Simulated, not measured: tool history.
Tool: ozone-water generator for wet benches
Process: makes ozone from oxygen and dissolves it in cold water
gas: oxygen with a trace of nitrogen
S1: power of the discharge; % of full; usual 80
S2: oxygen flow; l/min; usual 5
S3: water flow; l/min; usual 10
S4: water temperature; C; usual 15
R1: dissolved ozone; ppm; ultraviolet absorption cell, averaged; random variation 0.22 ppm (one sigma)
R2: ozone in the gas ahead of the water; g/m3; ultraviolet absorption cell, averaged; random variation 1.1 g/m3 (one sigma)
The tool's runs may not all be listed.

Run 1, hour 0: usual settings. Result: R1 32.4 ppm, R2 192.1 g/m3.
Run 2, hour 37.7: usual settings. Result: R1 32.6 ppm, R2 191.9 g/m3.
Run 3, hour 78.9: usual settings but S4 19 C. Result: R1 29.8 ppm, R2 190 g/m3.
Run 4, hour 129.6: usual settings but S4 19 C. Result: R1 30 ppm, R2 188.3 g/m3.
At hour 170.8: water thermometer calibrated.
Run 5, hour 187.3: usual settings. Result: R1 32.8 ppm, R2 191.6 g/m3.
Run 6, hour 253.6: usual settings. Result: R1 32.4 ppm, R2 190.9 g/m3.
Run 7, hour 303.9: usual settings. Result: R1 32.3 ppm, R2 190.5 g/m3.
Run 8, hour 347: usual settings. Result: R1 32.7 ppm, R2 189.3 g/m3.
Run 9, hour 409.8: usual settings but S1 62 % of full. Result: R1 26.9 ppm, R2 158.8 g/m3.
Run 10, hour 439: usual settings but S3 11 l/min. Result: R1 30.6 ppm, R2 189.7 g/m3.
Run 11, hour 493.7: usual settings but S3 11 l/min. Result: R1 30.4 ppm, R2 189.2 g/m3.
Run 12, hour 561.1: usual settings but S1 90 % of full. Result: R1 35.3 ppm, R2 204.2 g/m3.
Run 13, hour 614.6: usual settings but S1 47 % of full, S3 14 l/min. Result: R1 17.2 ppm, R2 129.5 g/m3.
Run 14, hour 648.5: usual settings but S1 47 % of full, S3 14 l/min. Result: R1 17 ppm, R2 126.9 g/m3.
Run 15, hour 683.8: usual settings but S1 47 % of full, S2 6.98 l/min, S3 12 l/min. Result: R1 19 ppm, R2 110.5 g/m3.
Run 16, hour 747.4: usual settings but S1 58 % of full, S2 4.83 l/min, S3 8 l/min. Result: R1 29.7 ppm, R2 153.3 g/m3.
Run 17, hour 777.6: usual settings but S1 58 % of full, S2 4.83 l/min, S3 8 l/min. Result: R1 29.7 ppm, R2 151.6 g/m3.
Run 18, hour 824.9: usual settings but S1 65 % of full, S2 3.34 l/min, S3 9 l/min, S4 10 C. Result: R1 32.9 ppm, R2 198.6 g/m3.
Run 19, hour 886.6: usual settings but S1 41 % of full, S3 15 l/min. Result: R1 14.8 ppm, R2 116.3 g/m3.
Run 20, hour 934.2: usual settings but S1 55 % of full, S2 5.95 l/min, S3 8 l/min, S4 18 C. Result: R1 25.9 ppm, R2 131.1 g/m3.
Run 21, hour 969.4: usual settings but S4 8 C. Result: R1 36.9 ppm, R2 186.9 g/m3.
Run 22, hour 1033.6: usual settings but S4 8 C. Result: R1 36.6 ppm, R2 187.9 g/m3.
Run 23, hour 1063.3: usual settings but S1 49 % of full, S4 19 C. Result: R1 21.2 ppm, R2 132.3 g/m3.
Run 24, hour 1112.1: usual settings but S1 49 % of full, S4 19 C. Result: R1 21.1 ppm, R2 130.1 g/m3.

The same runs without the tool's hidden state, with the same run-to-run variation:
The hidden state here: yield of the discharge, % of new electrodes'; contactor's efficiency, % of a clean one's; true water temperature over the reading, C; drift of the gauge itself on ozone_ppm, %; drift of the gauge itself on gas_g_m3, %.
run     R2
  1  192.2
  2  192.1
  3  190.4
  4  188.8
  5  192.3
  6  191.8
  7  191.5
  8  190.5
  9    160
 10  191.2
 11  190.9
 12  206.3
 13  130.9
 14  128.4
 15  111.8
 16  155.3
 17  153.6
 18  201.5
 19  118.1
 20  133.3
 21  190.1
 22  191.4
 23  134.8
 24  132.6
R1: within 0.1 ppm of the measured result in every run.
